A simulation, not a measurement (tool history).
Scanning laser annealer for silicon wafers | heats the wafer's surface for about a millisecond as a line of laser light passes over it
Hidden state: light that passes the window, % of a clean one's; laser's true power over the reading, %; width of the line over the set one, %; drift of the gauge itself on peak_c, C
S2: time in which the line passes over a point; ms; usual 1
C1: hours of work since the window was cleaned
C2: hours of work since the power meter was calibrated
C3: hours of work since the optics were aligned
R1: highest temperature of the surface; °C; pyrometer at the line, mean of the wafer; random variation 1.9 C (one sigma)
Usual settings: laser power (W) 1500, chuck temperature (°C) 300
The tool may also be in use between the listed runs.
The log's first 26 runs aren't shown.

Run 27, day 21.729: usual settings but laser power (W) 1288, S2 0.72 ms, chuck temperature (°C) 336; C1 638; C2 675; C3 107. Result: R1 906 °C.
Run 28, day 22.212: usual settings but chuck temperature (°C) 332; C1 646; C2 683; C3 115. Result: R1 1168 °C.
Run 29, day 22.938: usual settings but laser power (W) 1420, S2 1.14 ms, chuck temperature (°C) 313; C1 658; C2 695; C3 127. Result: R1 1158 °C.
Run 30, day 23.612: usual settings but laser power (W) 1451, chuck temperature (°C) 265; C1 669; C2 707; C3 138. Result: R1 1065 °C.
Run 31, day 24.242: usual settings but laser power (W) 1451, chuck temperature (°C) 265; C1 680; C2 717; C3 149. Result: R1 1062 °C.
Run 32, day 25.117: usual settings but laser power (W) 1584, S2 1.05 ms, chuck temperature (°C) 265; C1 695; C2 732; C3 164. Result: R1 1178 °C.
Run 33, day 26.038: usual settings but laser power (W) 1298, S2 0.71 ms, chuck temperature (°C) 275; C1 710; C2 747; C3 179. Result: R1 842 °C.
Run 34, day 26.671: usual settings but laser power (W) 1298, S2 0.71 ms, chuck temperature (°C) 275; C1 721; C2 758; C3 190. Result: R1 845 °C.

4 ways to go on from here, each from the tool as it stands after run 34. What would each give?
Run A, day 27.408: usual settings but laser power (W) 1298, S2 0.71 ms, chuck temperature (°C) 296; C1 733; C2 770; C3 202. Result: R1 ?.
Run B, day 27.408: usual settings but S2 0.95 ms; C1 733; C2 770; C3 202. Result: R1 ?.
Run C, day 27.408: usual settings but S2 0.9 ms; C1 733; C2 770; C3 202. Result: R1 ?.
Run D, day 27.408: usual settings but S2 1.03 ms; C1 733; C2 770; C3 202. Result: R1 ?.

run    R1
  A   864
  B  1104
  C  1078
  D  1143
Without the tool's hidden state the same runs would have given:
run    R1
  A   877
  B  1124
  C  1096
  D  1163
